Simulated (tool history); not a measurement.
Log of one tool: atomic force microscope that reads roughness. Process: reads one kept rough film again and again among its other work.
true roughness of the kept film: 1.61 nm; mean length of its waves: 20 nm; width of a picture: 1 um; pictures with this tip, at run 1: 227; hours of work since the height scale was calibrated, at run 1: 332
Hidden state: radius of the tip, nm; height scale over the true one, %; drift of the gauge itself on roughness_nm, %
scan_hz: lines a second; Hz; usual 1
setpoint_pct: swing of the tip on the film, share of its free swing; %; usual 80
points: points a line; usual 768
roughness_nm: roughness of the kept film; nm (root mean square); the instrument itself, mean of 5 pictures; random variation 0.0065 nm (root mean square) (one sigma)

run    hour  scan_hz  setpoint_pct  points  pictures with this tip  hours of work since the height scale was calibrated  roughness_nm
  1       0        1            80     768                     227                                                  332         0.982
       22.9  -- new tip fitted
  2    55.2        1            80     768                      55                                                  372         1.195
  3   117.5        1            80     469                     162                                                  418         1.065
      175.6  -- new tip fitted
  4   183.9        1            80     768                      14                                                  466         1.276
  5   237.2        1            80     768                     105                                                  505          1.13
  6   302.1        1            80     768                     216                                                  552         1.008
      329.1  -- new tip fitted
  7   356.6        1            80     768                      47                                                  592         1.209
  8   397.7        1            80     768                     117                                                  622         1.113
  9   450.4        1            80     768                     207                                                  660         1.013
      481.2  -- new tip fitted
 10   488.6        1            80     768                      12                                                  688         1.305
 11   522.7        1            80     768                      70                                                  713         1.187
 12     592        1            80     768                     189                                                  763         1.042
 13   622.2     1.23            80     768                     240                                                  785         0.973
      636.7  -- new tip fitted
 14   665.8     1.23            80     768                      50                                                  817         1.204
      671.6  -- height scale calibrated on a step standard
 15   713.6     1.23            80     768                     130                                                   31         1.114
 16   774.1     0.96            66     493                     233                                                   75         1.047
      793.9  -- new tip fitted
 17   843.5     0.55            65     678                      85                                                  125         1.255
 18   900.2     0.56            80     359                     181                                                  167         1.078
 19   933.8     0.56            80     359                     239                                                  191         1.024
      950.8  -- new tip fitted
 20   972.2     0.68            80     359                      36                                                  219          1.27
 21  1026.2     3.24            68     359                     128                                                  258         1.087
       1063  -- height scale calibrated on a step standard, once more
 22    1063     0.53            63     910                     189                                                    0         1.098
 23  1096.3     0.53            63     910                     246                                                   24         1.033
     1104.5  -- new tip fitted
 24  1152.8     1.47            80     575                      83                                                   65         1.128
 25  1215.3     1.47            80     575                     189                                                  111          0.99

Hidden state at the last listed run before each entry between runs and at the first one after, where it differs:
Between runs 1 and 2: new tip fitted (hour 22.9)
  radius of the tip, nm: 33.2 -> 16.1; height scale over the true one, %: 0.57 -> 0.66
  measured less the result without the state, roughness_nm: -0.306 -> -0.092 nm (root mean square)
Between runs 3 and 4: new tip fitted (hour 175.6)
  radius of the tip, nm: 26.5 -> 11.8; height scale over the true one, %: 0.75 -> 0.86
  measured less the result without the state, roughness_nm: -0.23 -> -0.02 nm (root mean square)
Between runs 6 and 7: new tip fitted (hour 329.1)
  radius of the tip, nm: 32.2 -> 15.2; height scale over the true one, %: 1.04 -> 1.12
  measured less the result without the state, roughness_nm: -0.292 -> -0.073 nm (root mean square)
Between runs 9 and 10: new tip fitted (hour 481.2)
  radius of the tip, nm: 31.5 -> 11.1; height scale over the true one, %: 1.26 -> 1.32
  measured less the result without the state, roughness_nm: -0.281 -> -0.003 nm (root mean square)
Between runs 13 and 14: new tip fitted (hour 636.7)
  radius of the tip, nm: 33.9 -> 15.1; height scale over the true one, %: 1.55 -> 1.62
  measured less the result without the state, roughness_nm: -0.299 -> -0.064 nm (root mean square)
Between runs 14 and 15: height scale calibrated on a step standard (hour 671.6)
  radius of the tip, nm: 15.1 -> 22.7; height scale over the true one, %: 1.62 -> 2.76
  measured less the result without the state, roughness_nm: -0.064 -> -0.159 nm (root mean square)
Between runs 16 and 17: new tip fitted (hour 793.9)
  radius of the tip, nm: 32.4 -> 18.3; height scale over the true one, %: 2.86 -> 2.97
  measured less the result without the state, roughness_nm: -0.284 -> -0.102 nm (root mean square)
Between runs 19 and 20: new tip fitted (hour 950.8)
  radius of the tip, nm: 33.5 -> 14; height scale over the true one, %: 3.12 -> 3.19
  measured less the result without the state, roughness_nm: -0.29 -> -0.029 nm (root mean square)
Between runs 21 and 22: height scale calibrated on a step standard, once more (hour 1063)
  radius of the tip, nm: 22.3 -> 27.7; height scale over the true one, %: 3.28 -> -0.05
  measured less the result without the state, roughness_nm: -0.143 -> -0.266 nm (root mean square)
Between runs 23 and 24: new tip fitted (hour 1104.5)
  radius of the tip, nm: 33.7 -> 18.2; height scale over the true one, %: 0 -> 0.08
  measured less the result without the state, roughness_nm: -0.335 -> -0.126 nm (root mean square)
